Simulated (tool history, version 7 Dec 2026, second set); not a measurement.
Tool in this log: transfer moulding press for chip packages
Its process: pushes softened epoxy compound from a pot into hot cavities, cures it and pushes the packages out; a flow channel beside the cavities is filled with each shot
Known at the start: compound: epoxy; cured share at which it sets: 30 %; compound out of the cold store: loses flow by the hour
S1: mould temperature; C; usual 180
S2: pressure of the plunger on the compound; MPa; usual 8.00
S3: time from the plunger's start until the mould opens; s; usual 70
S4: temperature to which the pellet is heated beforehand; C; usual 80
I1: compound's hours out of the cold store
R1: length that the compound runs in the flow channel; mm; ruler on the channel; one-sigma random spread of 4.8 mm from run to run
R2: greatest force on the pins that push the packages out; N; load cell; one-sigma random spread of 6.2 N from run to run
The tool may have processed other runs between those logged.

run	hour	S1	S2	S3	S4	I1	R1	R2
1	0.0	180	8.00	70	80	46.4	866	429
# hour 60.8: cavities cleaned with cleaning compound and waxed
2	60.8	180	8.00	70	80	32.2	880	253
# hour 118.4: plunger's sealing rings changed
3	120.4	180	8.00	70	80	43.6	942	469
# hour 161.6: cavities cleaned with cleaning compound and waxed
4	200.9	180	8.00	70	80	28.6	961	469
# hour 261.8: cavities cleaned with cleaning compound and waxed
5	267.6	180	8.00	70	85	8.7	999	304
6	345.7	180	8.00	70	83	19.8	961	504
# hour 360.8: cavities cleaned with cleaning compound and waxed
7	399.6	180	8.00	70	83	31.9	925	437
8	454.0	180	8.00	70	83	34.3	903	516
# hour 460.3: cavities cleaned with cleaning compound and waxed
9	526.9	180	8.00	70	80	46.7	865	489
# hour 560.3: cavities cleaned with cleaning compound and waxed
10	569.5	180	9.19	70	80	46.7	920	311
11	607.6	180	9.19	70	80	44.2	924	473
# hour 646.8: plunger's sealing rings changed
# hour 661.7: cavities cleaned with cleaning compound and waxed
12	663.8	180	9.19	70	81	10.2	1098	265
13	741.9	180	9.19	70	81	14.2	1069	515
# hour 751.0: mould's thermocouples calibrated
# hour 766.0: cavities cleaned with cleaning compound and waxed
14	786.9	180	8.00	70	80	20.6	981	396
15	855.4	180	8.00	70	80	35.2	928	536
# hour 864.6: cavities cleaned with cleaning compound and waxed
16	903.4	180	8.00	70	80	11.8	977	478
17	955.8	180	8.51	51	80	32.6	946	1015
# hour 964.7: cavities cleaned with cleaning compound and waxed
18	1031.0	180	8.51	51	86	35.3	923	904
# hour 1064.8: cavities cleaned with cleaning compound and waxed
19	1086.7	187	7.40	93	80	22.3	861	350
20	1133.4	187	7.40	93	80	16.9	864	422
# hour 1149.6: mould's thermocouples calibrated, once more
# hour 1170.0: cavities cleaned with cleaning compound and waxed
# hour 1179.8: plunger's sealing rings changed
21	1213.4	180	8.34	52	80	25.0	1011	720
22	1254.6	180	8.34	52	80	34.4	974	846
# hour 1273.9: cavities cleaned with cleaning compound and waxed
23	1323.5	180	8.00	70	87	46.5	912	443
# hour 1373.1: cavities cleaned with cleaning compound and waxed
24	1391.8	180	8.00	70	87	11.0	989	361
25	1453.4	180	8.00	70	87	29.1	922	506
# hour 1472.0: cavities cleaned with cleaning compound and waxed
26	1516.5	180	8.00	70	87	8.7	958	463
# hour 1571.7: cavities cleaned with cleaning compound and waxed
27	1587.0	177	7.66	66	73	27.6	888	423

What if the next run were any one of these 4? Each begins from the tool's condition after run 27:
A	1620.9	186	6.66	56	73	29.3	?	?
B	1620.9	180	8.53	70	80	39.8	?	?
C	1620.9	177	7.88	76	73	29.4	?	?
D	1620.9	179	6.25	63	80	25.2	?	?

run	R1	R2
A	802	506
B	905	451
C	898	465
D	794	552
The same runs, with their run-to-run variation unchanged, on a tool lacking any hidden condition would have given:
run	R1	R2
A	880	258
B	992	229
C	984	236
D	871	275
